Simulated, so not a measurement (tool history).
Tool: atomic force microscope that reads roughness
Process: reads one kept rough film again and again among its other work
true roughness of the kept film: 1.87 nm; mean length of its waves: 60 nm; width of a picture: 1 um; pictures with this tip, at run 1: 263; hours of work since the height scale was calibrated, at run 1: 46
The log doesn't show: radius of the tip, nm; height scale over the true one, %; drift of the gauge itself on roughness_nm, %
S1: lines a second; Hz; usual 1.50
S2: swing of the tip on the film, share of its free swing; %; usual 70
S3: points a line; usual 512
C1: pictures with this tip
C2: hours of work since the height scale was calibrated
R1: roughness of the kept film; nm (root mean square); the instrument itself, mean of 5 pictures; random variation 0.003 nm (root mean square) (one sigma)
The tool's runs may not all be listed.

run   hour    S1  S2   S3   C1   C2     R1
  1    0.0  1.50  70  512  263   46  1.635
      18.1  -- new tip fitted
  2   19.9  1.50  70  512    2   55  1.679
  3   38.3  1.50  70  512   22   63  1.677
  4   48.1  1.50  70  512   33   68  1.676
  5   59.7  1.50  70  512   46   73  1.680
  6   76.3  1.50  62  512   65   81  1.729
  7   90.1  1.50  70  512   80   87  1.666
  8  101.6  1.50  58  512   93   92  1.744
  9  118.7  1.50  58  512  112  100  1.744
 10  135.6  1.50  58  512  131  108  1.735
 11  156.6  1.50  58  512  154  117  1.735
 12  169.7  1.50  82  512  169  123  1.529
 13  190.4  1.50  82  512  192  133  1.526
 14  207.7  1.50  70  512  212  141  1.641
 15  219.5  1.50  70  512  225  146  1.635
 16  228.1  1.50  70  512  234  150  1.642
 17  249.0  1.50  70  512  258  160  1.628
 18  262.2  1.87  73  678  273  166  1.561
     271.2  -- new tip fitted
 19  282.6  1.87  73  678   13  175  1.614
 20  295.3  1.50  68  906   27  180  1.698
 21  314.4  1.56  68  659   48  189  1.682
 22  333.4  1.56  68  659   70  198  1.674
 23  353.0  0.52  76  635   91  207  1.745
 24  369.2  0.58  64  635  110  214  1.774
     371.2  -- height scale calibrated on a step standard
 25  391.0  2.09  75  594  133    9  1.546
 26  400.6  2.09  75  594  144   13  1.541
 27  415.0  2.30  69  512  160   20  1.594
 28  433.2  1.38  70  974  180   28  1.664
 29  444.0  0.99  65  410  192   33  1.728
     446.6  -- height scale calibrated on a step standard, once more
 30  464.0  1.14  62  776  213    8  1.721
 31  475.4  2.03  58  997  226   13  1.690
 32  492.4  0.67  70  311  245   21  1.717
 33  506.7  0.67  70  311  261   27  1.715

Forecast each of these 5 alternatives for the next run:
     526.8  -- new tip fitted
  A  528.2  0.67  68  467   1  37   ?
     526.8  -- new tip fitted
  B  528.2  0.64  70  512   1  37   ?
     526.8  -- new tip fitted
  C  528.2  0.83  82  512   1  37   ?
     526.8  -- new tip fitted
  D  528.2  0.50  83  633   1  37   ?
     526.8  -- new tip fitted
  E  528.2  2.69  56  998   1  37   ?

run     R1
  A  1.779
  B  1.777
  C  1.677
  D  1.730
  E  1.724
Without the tool's hidden state the same runs would have given:
run     R1
  A  1.778
  B  1.776
  C  1.676
  D  1.729
  E  1.723

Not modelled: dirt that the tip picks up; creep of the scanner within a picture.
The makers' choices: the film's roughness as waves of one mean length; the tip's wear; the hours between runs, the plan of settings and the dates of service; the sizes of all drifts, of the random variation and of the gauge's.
